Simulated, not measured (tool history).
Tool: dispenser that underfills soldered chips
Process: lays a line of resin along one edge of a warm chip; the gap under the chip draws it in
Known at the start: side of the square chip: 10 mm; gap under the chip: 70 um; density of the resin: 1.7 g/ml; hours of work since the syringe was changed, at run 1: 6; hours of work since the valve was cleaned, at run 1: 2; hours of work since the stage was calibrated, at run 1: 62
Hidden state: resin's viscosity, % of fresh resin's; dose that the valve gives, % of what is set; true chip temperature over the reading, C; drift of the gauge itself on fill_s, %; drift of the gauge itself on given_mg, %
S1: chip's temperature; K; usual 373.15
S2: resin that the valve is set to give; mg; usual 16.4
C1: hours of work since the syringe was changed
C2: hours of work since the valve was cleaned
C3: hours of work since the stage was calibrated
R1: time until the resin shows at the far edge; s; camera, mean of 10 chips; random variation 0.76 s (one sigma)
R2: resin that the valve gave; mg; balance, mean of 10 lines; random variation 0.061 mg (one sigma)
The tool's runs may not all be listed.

| run | day | S1 | S2 | C1 | C2 | C3 | R1 | R2 |
|---|---|---|---|---|---|---|---|---|
| 1 | 0 | 373.15 | 16.4 | 6 | 2 | 62 | 114.9 | 16.52 |
|  | 0.133 | new syringe of resin |
| 2 | 0.308 | 373.15 | 16.4 | 3 | 7 | 68 | 92.8 | 16.2 |
|  | 0.592 | new syringe of resin |
| 3 | 0.7 | 373.15 | 16.4 | 2 | 14 | 75 | 81.1 | 16.24 |
| 4 | 0.933 | 373.15 | 16.4 | 6 | 18 | 79 | 119.9 | 16.17 |
|  | 1.054 | new syringe of resin |
| 5 | 1.238 | 373.15 | 16.4 | 3 | 24 | 85 | 93.5 | 16.02 |
|  | 1.492 | new syringe of resin |
| 6 | 1.658 | 373.15 | 17 | 3 | 31 | 92 | 90.5 | 16.49 |
| 7 | 1.842 | 373.15 | 18.8 | 6 | 35 | 95 | 118.6 | 18.39 |
|  | 1.938 | new syringe of resin |
| 8 | 2.108 | 373.15 | 18.8 | 3 | 39 | 100 | 90.9 | 18.35 |
|  | 2.383 | new syringe of resin |
| 9 | 2.442 | 372.15 | 14.8 | 1 | 45 | 106 | 81.4 | 14.25 |
|  | 2.55 | dispensing valve cleaned and set on the balance |
| 10 | 2.679 | 370.15 | 18 | 5 | 2 | 110 | 114 | 18.12 |
|  | 2.867 | new syringe of resin |
| 11 | 3.083 | 382.15 | 16.4 | 4 | 10 | 117 | 70 | 16.32 |
|  | 3.308 | new syringe of resin |
| 12 | 3.308 | 373.15 | 20.1 | 0 | 13 | 121 | 66.2 | 19.91 |
| 13 | 3.571 | 368.15 | 19.8 | 5 | 18 | 125 | 123.5 | 19.6 |
|  | 3.762 | new syringe of resin |
| 14 | 3.958 | 384.15 | 16.4 | 4 | 25 | 132 | 62.9 | 16.08 |

Run 15 comes next. What will it give?
|  | 4.208 | new syringe of resin |
| 15 | 4.208 | 365.15 | 17.1 | 0 | 30 | 137 | ? | ? |

R1: 94.5 s
R2: 16.83 mg
Without the tool's hidden state the same run would have given R1 94.3 s, R2 17.22 mg.
